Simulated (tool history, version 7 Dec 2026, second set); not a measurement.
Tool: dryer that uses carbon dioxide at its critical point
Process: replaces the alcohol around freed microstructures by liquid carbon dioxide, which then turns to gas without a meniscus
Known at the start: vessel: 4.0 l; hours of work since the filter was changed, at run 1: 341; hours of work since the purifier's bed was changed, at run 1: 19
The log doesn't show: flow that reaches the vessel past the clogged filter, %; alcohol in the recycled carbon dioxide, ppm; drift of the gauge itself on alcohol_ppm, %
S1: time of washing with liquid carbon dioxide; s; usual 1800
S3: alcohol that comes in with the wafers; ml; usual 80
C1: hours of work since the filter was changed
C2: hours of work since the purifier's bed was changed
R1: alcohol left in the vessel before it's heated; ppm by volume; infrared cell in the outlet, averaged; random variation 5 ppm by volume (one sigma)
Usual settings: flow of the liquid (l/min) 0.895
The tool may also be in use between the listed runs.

Run 1, hour 0: usual settings; C1 341; C2 19. Result: R1 64 ppm by volume.
Run 2, hour 14.3: usual settings; C1 350; C2 28. Result: R1 69 ppm by volume.
Run 3, hour 30.9: usual settings; C1 360; C2 38. Result: R1 80 ppm by volume.
Run 4, hour 42.3: usual settings; C1 367; C2 45. Result: R1 69 ppm by volume.
Run 5, hour 55.8: usual settings; C1 376; C2 54. Result: R1 79 ppm by volume.
Run 6, hour 72.6: usual settings but flow of the liquid (l/min) 0.759; C1 386; C2 64. Result: R1 184 ppm by volume.
Run 7, hour 90.6: usual settings but flow of the liquid (l/min) 0.759; C1 397; C2 75. Result: R1 184 ppm by volume.
Run 8, hour 98.3: usual settings but flow of the liquid (l/min) 0.759; C1 402; C2 80. Result: R1 183 ppm by volume.
Run 9, hour 110.2: usual settings; C1 409; C2 87. Result: R1 85 ppm by volume.
Run 10, hour 125.7: usual settings; C1 419; C2 97. Result: R1 102 ppm by volume.
Run 11, hour 137.5: usual settings; C1 426; C2 104. Result: R1 94 ppm by volume.
Run 12, hour 147.3: usual settings; C1 432; C2 110. Result: R1 100 ppm by volume.
Run 13, hour 157.7: usual settings but S3 40 ml; C1 439; C2 116. Result: R1 62 ppm by volume.
Run 14, hour 172.6: usual settings but S3 41 ml; C1 448; C2 126. Result: R1 68 ppm by volume.
Run 15, hour 189.9: usual settings but S3 41 ml; C1 458; C2 136. Result: R1 75 ppm by volume.
Run 16, hour 198.7: usual settings but S3 41 ml; C1 464; C2 142. Result: R1 67 ppm by volume.
Run 17, hour 216.1: usual settings but S3 41 ml; C1 475; C2 153. Result: R1 77 ppm by volume.
Run 18, hour 233.8: usual settings but S3 41 ml; C1 486; C2 163. Result: R1 83 ppm by volume.
Run 19, hour 244.8: usual settings but S3 41 ml; C1 492; C2 170. Result: R1 69 ppm by volume.
Run 20, hour 256.6: usual settings but S3 41 ml; C1 500; C2 177. Result: R1 87 ppm by volume.
Run 21, hour 271.1: usual settings but S3 41 ml; C1 508; C2 186. Result: R1 85 ppm by volume.
Run 22, hour 283.7: usual settings but S3 41 ml; C1 516; C2 194. Result: R1 85 ppm by volume.
Run 23, hour 293.8: usual settings but S3 41 ml; C1 522; C2 200. Result: R1 94 ppm by volume.
Run 24, hour 308.3: usual settings but S3 41 ml; C1 531; C2 209. Result: R1 87 ppm by volume.
Run 25, hour 326.4: usual settings but S1 1380 s, flow of the liquid (l/min) 0.708, S3 89 ml; C1 543; C2 221. Result: R1 896 ppm by volume.
Run 26, hour 335.9: usual settings but S1 1380 s, flow of the liquid (l/min) 0.708, S3 36 ml; C1 548; C2 226. Result: R1 385 ppm by volume.
Run 27, hour 345.9: usual settings but S1 1380 s, flow of the liquid (l/min) 0.686, S3 36 ml; C1 555; C2 233. Result: R1 444 ppm by volume.
Run 28, hour 361.5: usual settings but S1 1440 s, flow of the liquid (l/min) 0.797, S3 61 ml; C1 564; C2 242. Result: R1 379 ppm by volume.
At hour 370.7: inlet filter changed.
Run 29, hour 374.4: usual settings but S1 1440 s, flow of the liquid (l/min) 0.797, S3 61 ml; C1 2; C2 250. Result: R1 220 ppm by volume.
Run 30, hour 391.2: usual settings but S1 1440 s, flow of the liquid (l/min) 0.797, S3 61 ml; C1 13; C2 260. Result: R1 227 ppm by volume.
Run 31, hour 406: usual settings but S1 1440 s, flow of the liquid (l/min) 1.345, S3 116 ml; C1 22; C2 269. Result: R1 67 ppm by volume.
Run 32, hour 420.7: usual settings but S1 1680 s, flow of the liquid (l/min) 0.76, S3 21 ml; C1 31; C2 278. Result: R1 87 ppm by volume.
Run 33, hour 436.2: usual settings but flow of the liquid (l/min) 0.595, S3 25 ml; C1 40; C2 288. Result: R1 155 ppm by volume.
Run 34, hour 444: usual settings but S1 1980 s, flow of the liquid (l/min) 0.595, S3 51 ml; C1 45; C2 292. Result: R1 186 ppm by volume.
Run 35, hour 459: usual settings but S1 2640 s, flow of the liquid (l/min) 0.912, S3 110 ml; C1 55; C2 302. Result: R1 66 ppm by volume.
Run 36, hour 472.6: usual settings but flow of the liquid (l/min) 0.644, S3 23 ml; C1 63; C2 310. Result: R1 131 ppm by volume.
Run 37, hour 485.4: usual settings but S1 1620 s, flow of the liquid (l/min) 1.395, S3 74 ml; C1 71; C2 318. Result: R1 66 ppm by volume.
Run 38, hour 502.9: usual settings but S1 1380 s, flow of the liquid (l/min) 1.238, S3 74 ml; C1 82; C2 329. Result: R1 83 ppm by volume.
Run 39, hour 511.6: usual settings but S1 1380 s, flow of the liquid (l/min) 1.238, S3 74 ml; C1 87; C2 334. Result: R1 93 ppm by volume.
Run 40, hour 524.2: usual settings but S1 2220 s, S3 93 ml; C1 95; C2 342. Result: R1 83 ppm by volume.
Run 41, hour 535.4: usual settings but S1 1560 s, S3 36 ml; C1 102; C2 349. Result: R1 106 ppm by volume.
Run 42, hour 545.4: usual settings but S1 1560 s, S3 36 ml; C1 108; C2 355. Result: R1 109 ppm by volume.
Run 43, hour 558.2: usual settings but S1 1560 s, S3 36 ml; C1 116; C2 363. Result: R1 108 ppm by volume.
Run 44, hour 572.1: usual settings but S1 1440 s, S3 71 ml; C1 124; C2 371. Result: R1 208 ppm by volume.
Run 45, hour 584: usual settings but S1 2280 s, flow of the liquid (l/min) 0.812, S3 42 ml; C1 132; C2 379. Result: R1 87 ppm by volume.
Run 46, hour 600.8: usual settings but S1 1920 s, flow of the liquid (l/min) 0.921, S3 82 ml; C1 142; C2 389. Result: R1 107 ppm by volume.
Run 47, hour 616.6: usual settings but S1 1920 s, flow of the liquid (l/min) 0.921, S3 82 ml; C1 152; C2 399. Result: R1 103 ppm by volume.

3 ways to go on from here, each from the tool as it stands after run 47. What would each give?
Run A, hour 631: usual settings but flow of the liquid (l/min) 0.674, S3 85 ml; C1 161; C2 408. Result: R1 ?.
Run B, hour 631: usual settings but S1 1560 s, flow of the liquid (l/min) 0.599, S3 46 ml; C1 161; C2 408. Result: R1 ?.
Run C, hour 631: usual settings but S1 2580 s, flow of the liquid (l/min) 0.921, S3 82 ml; C1 161; C2 408. Result: R1 ?.

run   R1
  A  298
  B  432
  C   86
Without the tool's hidden state the same runs would have given:
run   R1
  A  180
  B  302
  C   10

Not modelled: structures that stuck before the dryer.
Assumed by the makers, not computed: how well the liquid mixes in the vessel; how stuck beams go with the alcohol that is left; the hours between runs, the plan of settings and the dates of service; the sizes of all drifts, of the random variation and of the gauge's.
